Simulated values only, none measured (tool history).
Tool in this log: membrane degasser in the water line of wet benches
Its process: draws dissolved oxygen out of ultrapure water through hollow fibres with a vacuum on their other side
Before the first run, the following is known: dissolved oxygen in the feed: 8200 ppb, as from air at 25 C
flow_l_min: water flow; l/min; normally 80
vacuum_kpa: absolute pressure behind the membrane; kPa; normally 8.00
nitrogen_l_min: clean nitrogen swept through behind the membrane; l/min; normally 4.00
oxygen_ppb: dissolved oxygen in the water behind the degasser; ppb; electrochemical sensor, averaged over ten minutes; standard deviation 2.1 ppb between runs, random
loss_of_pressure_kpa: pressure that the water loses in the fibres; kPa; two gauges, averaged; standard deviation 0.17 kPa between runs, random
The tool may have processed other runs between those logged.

run,day,flow_l_min,vacuum_kpa,nitrogen_l_min,oxygen_ppb,loss_of_pressure_kpa
1,0.000,80,8.00,4.00,217.2,24.92
2,1.675,80,8.00,4.00,218.2,25.25
3,3.342,80,5.24,4.00,101.0,24.90
4,5.408,80,8.00,4.00,218.1,25.10
5,7.079,80,8.00,9.56,103.6,25.07
6,10.817,80,8.00,9.56,105.7,25.32
7,13.304,107,8.00,4.00,299.2,33.70
8,15.758,107,8.00,4.00,296.6,33.73
9,19.158,80,6.63,4.00,160.9,25.31
10,22.617,80,8.00,4.00,221.9,25.25
11,26.262,80,8.00,4.00,217.7,25.50
12,28.042,80,8.00,10.00,100.4,25.19
13,31.679,92,8.00,4.00,253.8,28.72
14,33.283,92,8.00,4.00,258.0,29.26
15,35.471,92,7.13,4.00,214.9,29.33
16,38.167,60,7.13,4.00,140.2,19.17
17,41.550,60,7.13,4.00,140.0,19.11
18,44.404,60,7.13,4.00,140.5,18.87
19,46.304,60,7.13,4.00,137.6,18.83
20,48.192,80,10.22,4.00,315.1,25.00
21,50.808,90,6.97,4.00,203.7,28.37
22,53.442,90,6.97,4.00,202.3,28.34
23,55.142,80,8.00,3.69,238.1,25.47
24,57.342,103,5.25,3.69,150.1,32.55
25,60.212,103,5.25,3.69,150.3,32.29
26,62.854,103,5.25,3.69,155.2,32.57

Forecast each of these 4 alternatives for the next run:
A,66.329,103,5.25,9.56,?,?
B,66.329,80,4.84,1.66,?,?
C,66.329,103,5.25,9.94,?,?
D,66.329,107,8.00,4.00,?,?

run,oxygen_ppb,loss_of_pressure_kpa
A,79.7,32.55
B,165.7,25.25
C,77.5,32.55
D,307.9,33.66
With the hidden condition removed and each run's random variation left untouched, the same runs would have given:
run,oxygen_ppb,loss_of_pressure_kpa
A,74.7,32.21
B,154.0,24.98
C,72.7,32.21
D,298.6,33.31
